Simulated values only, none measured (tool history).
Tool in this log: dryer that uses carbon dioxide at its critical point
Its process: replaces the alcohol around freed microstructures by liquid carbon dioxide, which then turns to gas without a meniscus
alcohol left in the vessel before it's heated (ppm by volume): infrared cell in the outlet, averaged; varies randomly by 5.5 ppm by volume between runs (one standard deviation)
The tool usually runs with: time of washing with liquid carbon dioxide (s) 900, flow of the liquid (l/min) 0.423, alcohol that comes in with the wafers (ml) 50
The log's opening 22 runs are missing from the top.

run	hour	time of washing with liquid carbon dioxide (s)	flow of the liquid (l/min)	alcohol that comes in with the wafers (ml)	alcohol left in the vessel before it's heated (ppm by volume)
23	460.5	540	0.518	24	547
24	485.2	1320	0.609	107	133
25	498.4	780	0.609	114	253
26	518.2	780	0.609	114	284
27	542.7	840	0.423	78	644
28	571.1	840	0.423	78	659
29	587.1	660	0.466	42	704
30	600.3	900	0.433	109	618
31	623.6	900	0.433	109	643
32	641.4	900	0.423	43	378
# hour 660.5: inlet filter changed
33	661.3	900	0.616	26	160
34	678.4	900	0.465	59	271
35	695.9	720	0.322	49	1653
36	708.5	720	0.417	50	733
37	731.5	720	0.417	50	777
38	753.7	1140	0.601	90	159
39	778.9	1140	0.601	90	154
40	797.3	1440	0.423	20	163
41	821.4	660	0.294	75	4690

Alternative continuations, all from the tool just after run 41; predict every row:
A	842	540	0.423	23	?
B	842	900	0.689	22	?
C	842	660	0.423	28	?

run	alcohol left in the vessel before it's heated (ppm by volume)
A	1046
B	165
C	702
Without the tool's unlogged condition, the same runs would have read:
run	alcohol left in the vessel before it's heated (ppm by volume)
A	703
B	5
C	404

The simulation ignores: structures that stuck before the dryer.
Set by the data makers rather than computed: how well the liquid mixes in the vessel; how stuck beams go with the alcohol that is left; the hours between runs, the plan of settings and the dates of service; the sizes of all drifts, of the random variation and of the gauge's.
